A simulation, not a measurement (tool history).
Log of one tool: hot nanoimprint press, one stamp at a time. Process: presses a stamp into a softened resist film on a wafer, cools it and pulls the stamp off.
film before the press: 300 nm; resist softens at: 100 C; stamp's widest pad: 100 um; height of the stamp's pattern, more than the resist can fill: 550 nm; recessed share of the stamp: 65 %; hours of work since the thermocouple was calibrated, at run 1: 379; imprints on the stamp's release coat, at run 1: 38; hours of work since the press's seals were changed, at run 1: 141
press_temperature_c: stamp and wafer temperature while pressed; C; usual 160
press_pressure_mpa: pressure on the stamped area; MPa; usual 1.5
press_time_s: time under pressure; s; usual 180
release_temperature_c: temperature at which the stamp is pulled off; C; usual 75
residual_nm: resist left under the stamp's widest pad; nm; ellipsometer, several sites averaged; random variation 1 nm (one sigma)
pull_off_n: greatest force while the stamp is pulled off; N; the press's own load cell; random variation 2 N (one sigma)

run,hour,press_temperature_c,press_pressure_mpa,press_time_s,release_temperature_c,hours of work since the thermocouple was calibrated,imprints on the stamp's release coat,hours of work since the press's seals were changed,residual_nm,pull_off_n
1,0,160,1.5,180,75,379,38,141,157.5,125
2,7.3,160,1.5,180,75,383,61,145,158.4,128
3,18.6,160,1.5,180,75,389,97,151,158.9,134
4,27.3,160,1.5,180,75,394,124,156,157.3,133
5,39.1,160,2.07,180,75,400,162,162,141,134
6,45.6,160,2.07,180,75,404,183,166,139.8,132
7,57.6,160,2.15,180,75,410,221,172,137.6,133
8,68.1,160,1.5,266,75,416,254,178,138.8,133
9,79.5,160,1.5,180,75,422,290,184,159.2,137
10,90.8,160,1.5,180,75,428,326,190,157.8,136
11,101.6,160,1.5,180,75,434,361,196,159.7,138
12,109.4,160,1.5,180,75,439,385,200,159.7,139
13,116.7,160,1.5,180,75,443,409,204,158.5,142
# hour 122.3: plate thermocouple calibrated
14,129.6,160,1.5,180,75,4,440,210,146.1,138
15,136.8,149,1.5,278,75,8,463,214,228.4,137
16,142.3,152,1.5,180,71,11,481,217,221.5,156
17,151.1,164,1.15,100,62,16,508,221,161.3,190
18,161.2,164,1.15,100,62,21,541,227,159.4,193
19,171.1,164,1.15,100,62,27,572,232,161.4,190
20,179.7,160,1.82,180,79,31,599,237,135.5,131
21,187.6,158,1.7,186,82,36,625,241,156.8,117
22,194.5,158,2.21,216,82,39,647,245,133.9,115
23,204.9,157,1.96,285,80,45,679,251,132.8,127
24,210.4,171,1.14,139,80,48,697,254,97.7,129
25,218.5,171,1.14,139,80,52,723,258,95.3,127
26,227.4,166,1.5,180,65,57,751,263,102.6,195
27,234.6,166,1.5,180,65,61,774,267,102.4,186

Forecast each of these 5 alternatives for the next run:
A,239.6,169,1.5,180,81,64,790,270,?,?
B,239.6,166,2.09,306,65,64,790,270,?,?
C,239.6,160,1.5,126,76,64,790,270,?,?
D,239.6,156,0.97,233,65,64,790,270,?,?
E,239.6,160,1.33,180,62,64,790,270,?,?

run,residual_nm,pull_off_n
A,85.7,125
B,68.4,195
C,169.2,145
D,197.6,191
E,155.4,202
Without the tool's hidden state the same runs would have given:
run,residual_nm,pull_off_n
A,85.8,103
B,68.3,161
C,169.7,119
D,198.6,158
E,156,167

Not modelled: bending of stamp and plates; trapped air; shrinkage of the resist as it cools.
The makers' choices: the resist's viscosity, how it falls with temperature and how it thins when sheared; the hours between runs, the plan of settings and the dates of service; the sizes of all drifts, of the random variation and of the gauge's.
